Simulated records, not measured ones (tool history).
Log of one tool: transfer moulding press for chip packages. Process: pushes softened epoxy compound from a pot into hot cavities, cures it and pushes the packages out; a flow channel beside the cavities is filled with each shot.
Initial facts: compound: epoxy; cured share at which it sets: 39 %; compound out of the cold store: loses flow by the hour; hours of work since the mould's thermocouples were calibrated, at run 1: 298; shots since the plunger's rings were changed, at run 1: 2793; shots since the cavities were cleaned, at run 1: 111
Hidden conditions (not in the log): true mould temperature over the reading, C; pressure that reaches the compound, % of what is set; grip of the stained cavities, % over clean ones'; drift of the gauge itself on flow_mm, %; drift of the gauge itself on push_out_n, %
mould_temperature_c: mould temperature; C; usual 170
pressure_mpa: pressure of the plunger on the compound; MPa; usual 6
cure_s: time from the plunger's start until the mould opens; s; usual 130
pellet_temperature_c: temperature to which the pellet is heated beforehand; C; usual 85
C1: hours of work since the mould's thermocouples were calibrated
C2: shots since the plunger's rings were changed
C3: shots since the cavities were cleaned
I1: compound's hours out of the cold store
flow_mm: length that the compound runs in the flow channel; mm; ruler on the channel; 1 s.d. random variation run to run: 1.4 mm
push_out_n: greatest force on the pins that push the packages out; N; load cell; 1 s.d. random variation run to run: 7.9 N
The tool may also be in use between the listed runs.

Run 1, hour 0: usual settings; C1 298; C2 2793; C3 111; I1 47.2. Result: flow_mm 510 mm, push_out_n 396 N.
Run 2, hour 18.9: usual settings but cure_s 146 s; C1 311; C2 2990; C3 308; I1 22.4. Result: flow_mm 575 mm, push_out_n 424 N.
Run 3, hour 31.5: usual settings but cure_s 124 s; C1 319; C2 3121; C3 439; I1 45.9. Result: flow_mm 509 mm, push_out_n 504 N.
At hour 39.2: cavities cleaned with cleaning compound and waxed.
Run 4, hour 54.9: usual settings but cure_s 124 s; C1 334; C2 3349; C3 164; I1 19.1. Result: flow_mm 579 mm, push_out_n 470 N.
Run 5, hour 69.4: usual settings but cure_s 124 s; C1 344; C2 3499; C3 314; I1 23. Result: flow_mm 569 mm, push_out_n 483 N.
At hour 87.7: cavities cleaned with cleaning compound and waxed.
Run 6, hour 94.6: usual settings but cure_s 124 s; C1 360; C2 3747; C3 72; I1 24.5. Result: flow_mm 564 mm, push_out_n 419 N.
At hour 107.8: plunger's sealing rings changed.
Run 7, hour 117.9: usual settings but cure_s 124 s; C1 374; C2 106; C3 288; I1 32.4. Result: flow_mm 567 mm, push_out_n 488 N.
At hour 138.6: cavities cleaned with cleaning compound and waxed.
Run 8, hour 138.6: usual settings but cure_s 124 s; C1 387; C2 306; C3 0; I1 31.1. Result: flow_mm 568 mm, push_out_n 380 N.
Run 9, hour 162.3: usual settings but cure_s 124 s; C1 403; C2 552; C3 246; I1 30.9. Result: flow_mm 566 mm, push_out_n 476 N.
Run 10, hour 183.7: usual settings but cure_s 124 s; C1 417; C2 775; C3 469; I1 19.1. Result: flow_mm 602 mm, push_out_n 514 N.
At hour 188: cavities cleaned with cleaning compound and waxed.
Run 11, hour 210.2: usual settings; C1 434; C2 1035; C3 231; I1 33.1. Result: flow_mm 559 mm, push_out_n 451 N.
Run 12, hour 229.8: usual settings; C1 447; C2 1240; C3 436; I1 33. Result: flow_mm 557 mm, push_out_n 487 N.
At hour 237.3: cavities cleaned with cleaning compound and waxed.
Run 13, hour 247.7: usual settings; C1 458; C2 1411; C3 109; I1 12.9. Result: flow_mm 616 mm, push_out_n 425 N.
Run 14, hour 264.5: usual settings but pellet_temperature_c 81 C; C1 469; C2 1585; C3 283; I1 18.4. Result: flow_mm 596 mm, push_out_n 485 N.
Run 15, hour 275.7: usual settings but pellet_temperature_c 81 C; C1 477; C2 1702; C3 400; I1 32.5. Result: flow_mm 553 mm, push_out_n 493 N.
At hour 279.1: mould's thermocouples calibrated.
At hour 289.4: cavities cleaned with cleaning compound and waxed.
Run 16, hour 300: usual settings but pellet_temperature_c 81 C; C1 13; C2 1918; C3 110; I1 47.2. Result: flow_mm 516 mm, push_out_n 416 N.
Run 17, hour 311.9: usual settings but pressure_mpa 4.85 MPa, pellet_temperature_c 81 C; C1 21; C2 2042; C3 234; I1 47.3. Result: flow_mm 462 mm, push_out_n 443 N.
Run 18, hour 331.2: usual settings but mould_temperature_c 167 C, pressure_mpa 4.85 MPa, cure_s 146 s, pellet_temperature_c 83 C; C1 34; C2 2243; C3 435; I1 15. Result: flow_mm 550 mm, push_out_n 501 N.
At hour 338.4: cavities cleaned with cleaning compound and waxed.
At hour 349.3: mould's thermocouples calibrated, once more.
Run 19, hour 359.5: usual settings but mould_temperature_c 167 C, pressure_mpa 4.85 MPa, cure_s 146 s, pellet_temperature_c 83 C; C1 7; C2 2501; C3 198; I1 33.7. Result: flow_mm 495 mm, push_out_n 426 N.
Run 20, hour 373.9: usual settings but mould_temperature_c 167 C, pressure_mpa 4.85 MPa, cure_s 146 s, pellet_temperature_c 83 C; C1 17; C2 2651; C3 348; I1 11.2. Result: flow_mm 553 mm, push_out_n 453 N.
At hour 389.4: cavities cleaned with cleaning compound and waxed.
Run 21, hour 393.8: usual settings but mould_temperature_c 167 C, pressure_mpa 4.85 MPa, cure_s 146 s, pellet_temperature_c 83 C; C1 29; C2 2842; C3 46; I1 15.9. Result: flow_mm 541 mm, push_out_n 384 N.
Run 22, hour 418.1: usual settings but mould_temperature_c 167 C, pressure_mpa 4.85 MPa, cure_s 146 s, pellet_temperature_c 83 C; C1 45; C2 3095; C3 299; I1 18.9. Result: flow_mm 531 mm, push_out_n 452 N.
Run 23, hour 433.8: usual settings but mould_temperature_c 164 C, pressure_mpa 4.6 MPa, cure_s 163 s, pellet_temperature_c 83 C; C1 56; C2 3259; C3 463; I1 13.4. Result: flow_mm 538 mm, push_out_n 476 N.
At hour 438.7: cavities cleaned with cleaning compound and waxed.
Run 24, hour 457.6: usual settings but mould_temperature_c 164 C, pressure_mpa 4.6 MPa, cure_s 163 s, pellet_temperature_c 83 C; C1 71; C2 3490; C3 195; I1 9.6. Result: flow_mm 547 mm, push_out_n 448 N.
Run 25, hour 480.7: usual settings but mould_temperature_c 172 C, pressure_mpa 6.59 MPa, cure_s 147 s, pellet_temperature_c 92 C; C1 86; C2 3732; C3 437; I1 27.6. Result: flow_mm 575 mm, push_out_n 441 N.
At hour 487.7: cavities cleaned with cleaning compound and waxed.
At hour 497.4: plunger's sealing rings changed.
Run 26, hour 507.8: usual settings but mould_temperature_c 168 C, pressure_mpa 6.12 MPa, cure_s 129 s, pellet_temperature_c 76 C; C1 102; C2 108; C3 184; I1 19.3. Result: flow_mm 615 mm, push_out_n 470 N.
Run 27, hour 530.1: usual settings but mould_temperature_c 168 C, pressure_mpa 6.12 MPa, cure_s 129 s, pellet_temperature_c 76 C; C1 117; C2 340; C3 416; I1 12.4. Result: flow_mm 635 mm, push_out_n 514 N.
At hour 538.8: cavities cleaned with cleaning compound and waxed.
Run 28, hour 544: usual settings but mould_temperature_c 168 C, pressure_mpa 6.12 MPa, cure_s 129 s, pellet_temperature_c 76 C; C1 125; C2 468; C3 54; I1 17.4. Result: flow_mm 619 mm, push_out_n 438 N.

Each row is a separate what-if for the run after 28, all from the same tool condition, not one after another. Results?
Run A, hour 559.9: usual settings but mould_temperature_c 171 C, pressure_mpa 4.63 MPa, cure_s 146 s, pellet_temperature_c 76 C; C1 136; C2 634; C3 220; I1 28.5. Result: flow_mm ?, push_out_n ?.
Run B, hour 559.9: usual settings but mould_temperature_c 166 C, pressure_mpa 6.19 MPa, cure_s 111 s, pellet_temperature_c 76 C; C1 136; C2 634; C3 220; I1 31.5. Result: flow_mm ?, push_out_n ?.
Run C, hour 559.9: usual settings but mould_temperature_c 164 C, pressure_mpa 7.11 MPa, cure_s 129 s, pellet_temperature_c 89 C; C1 136; C2 634; C3 220; I1 8.1. Result: flow_mm ?, push_out_n ?.
Run D, hour 559.9: usual settings but mould_temperature_c 173 C, pressure_mpa 5.63 MPa, cure_s 129 s, pellet_temperature_c 78 C; C1 136; C2 634; C3 220; I1 45.1. Result: flow_mm ?, push_out_n ?.

run  flow_mm  push_out_n
  A      501         394
  B      582         675
  C      711         639
  D      505         404
The same runs, with their run-to-run variation unchanged, on a tool lacking any hidden condition would have given:
run  flow_mm  push_out_n
  A      505         342
  B      586         579
  C      717         548
  D      509         350
